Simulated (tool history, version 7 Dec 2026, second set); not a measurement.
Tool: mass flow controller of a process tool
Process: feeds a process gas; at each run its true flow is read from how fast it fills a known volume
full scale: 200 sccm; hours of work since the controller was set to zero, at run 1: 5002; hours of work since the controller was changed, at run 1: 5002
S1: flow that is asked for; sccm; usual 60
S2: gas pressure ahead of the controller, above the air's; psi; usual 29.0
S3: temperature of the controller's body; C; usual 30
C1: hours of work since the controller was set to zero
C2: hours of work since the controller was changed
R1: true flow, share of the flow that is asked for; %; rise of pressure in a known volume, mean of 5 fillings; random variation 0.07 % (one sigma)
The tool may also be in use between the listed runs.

{"run": 1, "day": 0.0, "S1": 60, "S2": 29.0, "S3": 30, "C1": 5002, "C2": 5002, "R1": 98.14}
{"run": 2, "day": 9.896, "S1": 60, "S2": 29.0, "S3": 30, "C1": 5117, "C2": 5117, "R1": 98.11}
{"run": 3, "day": 26.733, "S1": 60, "S2": 29.0, "S3": 30, "C1": 5312, "C2": 5312, "R1": 98.24}
{"run": 4, "day": 40.346, "S1": 60, "S2": 22.0, "S3": 30, "C1": 5470, "C2": 5470, "R1": 98.11}
{"run": 5, "day": 57.283, "S1": 60, "S2": 22.0, "S3": 30, "C1": 5667, "C2": 5667, "R1": 98.16}
{"run": 6, "day": 66.638, "S1": 60, "S2": 22.0, "S3": 30, "C1": 5776, "C2": 5776, "R1": 98.08}
{"run": 7, "day": 75.846, "S1": 60, "S2": 29.0, "S3": 30, "C1": 5883, "C2": 5883, "R1": 98.01}
{"run": 8, "day": 84.512, "S1": 60, "S2": 29.0, "S3": 30, "C1": 5984, "C2": 5984, "R1": 98.03}
{"run": 9, "day": 94.875, "S1": 60, "S2": 29.0, "S3": 30, "C1": 6104, "C2": 6104, "R1": 98.18}
{"run": 10, "day": 114.908, "S1": 60, "S2": 29.0, "S3": 21, "C1": 6337, "C2": 6337, "R1": 97.74}
{"run": 11, "day": 135.142, "S1": 60, "S2": 28.6, "S3": 30, "C1": 6572, "C2": 6572, "R1": 98.11}
{"run": 12, "day": 149.983, "S1": 60, "S2": 28.6, "S3": 30, "C1": 6744, "C2": 6744, "R1": 98.12}
{"run": 13, "day": 168.054, "S1": 60, "S2": 29.0, "S3": 30, "C1": 6954, "C2": 6954, "R1": 98.22}
{"run": 14, "day": 183.075, "S1": 60, "S2": 29.0, "S3": 30, "C1": 7129, "C2": 7129, "R1": 98.1}
{"run": 15, "day": 199.546, "S1": 60, "S2": 22.3, "S3": 30, "C1": 7320, "C2": 7320, "R1": 98.07}
{"run": 16, "day": 216.4, "S1": 60, "S2": 22.3, "S3": 30, "C1": 7516, "C2": 7516, "R1": 98.14}
{"run": 17, "day": 225.408, "S1": 60, "S2": 22.3, "S3": 30, "C1": 7620, "C2": 7620, "R1": 98.09}
{"day": 232.95, "done": "controller's zero set anew"}
{"run": 18, "day": 241.421, "S1": 60, "S2": 22.3, "S3": 30, "C1": 98, "C2": 7806, "R1": 98.02}
{"run": 19, "day": 261.046, "S1": 60, "S2": 29.0, "S3": 30, "C1": 326, "C2": 8034, "R1": 98.26}
{"run": 20, "day": 274.483, "S1": 28, "S2": 29.0, "S3": 30, "C1": 483, "C2": 8190, "R1": 97.78}
{"run": 21, "day": 283.475, "S1": 60, "S2": 29.0, "S3": 30, "C1": 587, "C2": 8295, "R1": 98.22}
{"run": 22, "day": 302.771, "S1": 60, "S2": 29.0, "S3": 30, "C1": 811, "C2": 8519, "R1": 98.13}
{"run": 23, "day": 322.879, "S1": 27, "S2": 29.0, "S3": 30, "C1": 1045, "C2": 8752, "R1": 97.59}
{"run": 24, "day": 336.004, "S1": 27, "S2": 29.0, "S3": 24, "C1": 1197, "C2": 8905, "R1": 97.33}
{"run": 25, "day": 347.946, "S1": 41, "S2": 29.0, "S3": 21, "C1": 1336, "C2": 9044, "R1": 97.42}
{"run": 26, "day": 363.108, "S1": 41, "S2": 29.0, "S3": 27, "C1": 1512, "C2": 9220, "R1": 97.78}
{"run": 27, "day": 374.708, "S1": 41, "S2": 29.0, "S3": 27, "C1": 1647, "C2": 9355, "R1": 97.75}
{"run": 28, "day": 384.8, "S1": 59, "S2": 24.4, "S3": 22, "C1": 1764, "C2": 9472, "R1": 97.77}
{"run": 29, "day": 404.179, "S1": 59, "S2": 32.6, "S3": 36, "C1": 1989, "C2": 9697, "R1": 98.62}
{"run": 30, "day": 422.729, "S1": 121, "S2": 27.6, "S3": 27, "C1": 2205, "C2": 9912, "R1": 98.84}
{"run": 31, "day": 437.296, "S1": 121, "S2": 27.6, "S3": 27, "C1": 2374, "C2": 10082, "R1": 98.8}
{"run": 32, "day": 452.679, "S1": 121, "S2": 27.6, "S3": 27, "C1": 2553, "C2": 10260, "R1": 98.74}

Run 33 comes next. What will it give?
{"run": 33, "day": 467.279, "S1": 121, "S2": 27.6, "S3": 27, "C1": 2722, "C2": 10430, "R1": "?"}

Run 33 gave R1 98.88 %.
Without the tool's hidden state the same run would have given R1 98.87 %.
